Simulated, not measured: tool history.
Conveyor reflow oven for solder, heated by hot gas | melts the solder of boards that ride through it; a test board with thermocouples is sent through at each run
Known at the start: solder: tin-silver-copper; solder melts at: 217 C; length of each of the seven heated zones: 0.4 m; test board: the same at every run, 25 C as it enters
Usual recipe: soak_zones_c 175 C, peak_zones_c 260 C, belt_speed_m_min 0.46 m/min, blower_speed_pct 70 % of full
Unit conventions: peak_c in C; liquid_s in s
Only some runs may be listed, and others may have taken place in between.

run     day  soak_zones_c  peak_zones_c  belt_speed_m_min  blower_speed_pct  peak_c  liquid_s
  1       0           175           260              0.46                70   242.2      66.4
  2   2.146           175           260              0.46                70   242.4        65
  3    3.85           175           260              0.46                70   241.6      65.4
  4   5.725           175           260              0.46                70   241.1      65.9
  5   6.954           175           260              0.46                70   240.9        64
  6   9.004           162           260              0.46                70   238.7      54.8
  7  10.475           162           260              0.46                70   238.6      54.1
     10.783  -- thermocouples of zones 6 and 7 changed
  8  11.838           160           260              0.46                70   239.9      55.2
  9  14.188           160           260              0.46                70     240      55.4
 10  15.267           160           260              0.46                70   239.2      55.3
 11      17           179           260              0.46                70   243.7      69.8
     18.312  -- flux residue cleaned out of gas plates and filters
 12  19.275           179           260              0.46                70   245.9      73.6
 13  21.446           175           260              0.46                70   244.8      71.3
 14  23.725           175           256              0.46                70   241.1      66.6
 15  25.946           182           260              0.46                70     246      76.2
 16  28.217           182           260              0.46                70   245.6      74.5
 17  29.633           163           251              0.46                69   233.8      48.1
 18  31.388           163           251              0.46                69   233.5        49
 19  33.517           175           260             0.377                70   248.9      95.9
 20  34.488           175           260             0.377                70   248.4      96.3
 21  36.604           175           260             0.377                70   248.1      95.4
 22  38.858           172           260             0.377                70   248.3      92.6
 23  41.192           172           260             0.377                70   247.2      91.3
 24  42.667           172           260             0.377                70   247.6      90.4
 25  44.433           175           272              0.46                83   254.8        84
 26  45.979           172           251              0.46                74   235.2      55.8
 27  48.146           175           254              0.46                70   237.1      58.7
     48.504  -- flux residue cleaned out of gas plates and filters
 28  50.504           175           254              0.46                70   239.2      65.4
 29  51.567           175           254              0.46                62   236.4      59.1
 30  52.888           175           260             0.452                70   244.6      71.7
 31  54.654           175           260             0.452                70   244.3      71.6

A few steps of peak_c between consecutive runs. Split each: what settings, incoming material and random variation would produce without the hidden state, and what is left over for the hidden state, along with gauge scatter present in only one of the two compared results (measured, and without hidden state):
The tool's hidden condition here consists of: heat that the gas passes to the board, % of a clean oven's; belt's true speed, % of the reading; true gas temperature in zones 6 and 7 over the reading, C; drift of the gauge itself on peak_c, C; drift of the gauge itself on liquid_s, %.
Run 7 -> 8: soak_zones_c 162 -> 160, thermocouples of zones 6 and 7 changed. peak_c +1.3 C: hidden state +1.7, all else -0.4.
Run 11 -> 12: flux residue cleaned out of gas plates and filters. peak_c +2.2 C: hidden state +2.7, all else -0.5.
Run 16 -> 17: soak_zones_c 182 -> 163, peak_zones_c 260 -> 251, blower_speed_pct 70 -> 69. peak_c -11.8 C: hidden state -0.2, all else -11.6.
Run 18 -> 19: soak_zones_c 163 -> 175, peak_zones_c 251 -> 260, belt_speed_m_min 0.46 -> 0.377, blower_speed_pct 69 -> 70. peak_c +15.4 C: hidden state +0.1, all else +15.3.
Run 25 -> 26: soak_zones_c 175 -> 172, peak_zones_c 272 -> 251, blower_speed_pct 83 -> 74. peak_c -19.6 C: hidden state +0.2, all else -19.8.
Run 27 -> 28: flux residue cleaned out of gas plates and filters. peak_c +2.1 C: hidden state +2.1, all else +0.
